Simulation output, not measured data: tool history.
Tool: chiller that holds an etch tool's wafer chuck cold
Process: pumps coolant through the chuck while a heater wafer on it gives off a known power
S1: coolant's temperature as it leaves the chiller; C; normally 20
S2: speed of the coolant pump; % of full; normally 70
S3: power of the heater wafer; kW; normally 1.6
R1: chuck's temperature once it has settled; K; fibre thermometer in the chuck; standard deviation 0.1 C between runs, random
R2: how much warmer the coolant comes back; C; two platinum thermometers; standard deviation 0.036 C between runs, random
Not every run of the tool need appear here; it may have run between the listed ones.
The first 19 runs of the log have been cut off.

{"run": 20, "hour": 2145.7, "S1": 26, "S2": 70, "S3": 1.035, "R1": 310.45, "R2": 4.28}
{"hour": 2192.3, "done": "chiller's thermometer calibrated, once more"}
{"run": 21, "hour": 2273.5, "S1": 19, "S2": 60, "S3": 1.204, "R1": 306.25, "R2": 5.95}
{"run": 22, "hour": 2369.7, "S1": 19, "S2": 60, "S3": 1.067, "R1": 304.45, "R2": 5.36}
{"run": 23, "hour": 2521.3, "S1": 19, "S2": 60, "S3": 1.067, "R1": 304.55, "R2": 5.3}
{"run": 24, "hour": 2670.3, "S1": 10, "S2": 75, "S3": 1.6, "R1": 299.05, "R2": 6.18}
{"run": 25, "hour": 2808.7, "S1": 10, "S2": 100, "S3": 1.691, "R1": 296.95, "R2": 4.76}
{"run": 26, "hour": 2880.8, "S1": 10, "S2": 100, "S3": 1.691, "R1": 296.85, "R2": 4.78}
{"run": 27, "hour": 2969.6, "S1": 18, "S2": 63, "S3": 1.737, "R1": 310.85, "R2": 8.12}
{"run": 28, "hour": 3056.6, "S1": 20, "S2": 98, "S3": 1.448, "R1": 305.35, "R2": 4.15}
{"run": 29, "hour": 3167.5, "S1": 20, "S2": 98, "S3": 1.448, "R1": 305.35, "R2": 4.18}
{"run": 30, "hour": 3231.7, "S1": 21, "S2": 96, "S3": 1.132, "R1": 303.85, "R2": 3.33}
{"run": 31, "hour": 3369.6, "S1": 21, "S2": 96, "S3": 1.132, "R1": 303.95, "R2": 3.36}
{"run": 32, "hour": 3475.1, "S1": 11, "S2": 63, "S3": 1.911, "R1": 306.15, "R2": 9.02}

Below are 3 alternative next runs, each starting from the tool's condition after run 32. Predict each:
{"run": "A", "hour": 3619.1, "S1": 19, "S2": 89, "S3": 2.105, "R1": "?", "R2": "?"}
{"run": "B", "hour": 3619.1, "S1": 21, "S2": 70, "S3": 0.857, "R1": "?", "R2": "?"}
{"run": "C", "hour": 3619.1, "S1": 11, "S2": 63, "S3": 1.367, "R1": "?", "R2": "?"}

run=A R1=311.35 R2=6.75
run=B R1=303.45 R2=3.64
run=C R1=299.95 R2=6.53
Take away the tool's hidden state, keep each run's random variation, and the runs would have read:
run=A R1=309.65 R2=6.36
run=B R1=302.65 R2=3.43
run=C R1=298.65 R2=6.16

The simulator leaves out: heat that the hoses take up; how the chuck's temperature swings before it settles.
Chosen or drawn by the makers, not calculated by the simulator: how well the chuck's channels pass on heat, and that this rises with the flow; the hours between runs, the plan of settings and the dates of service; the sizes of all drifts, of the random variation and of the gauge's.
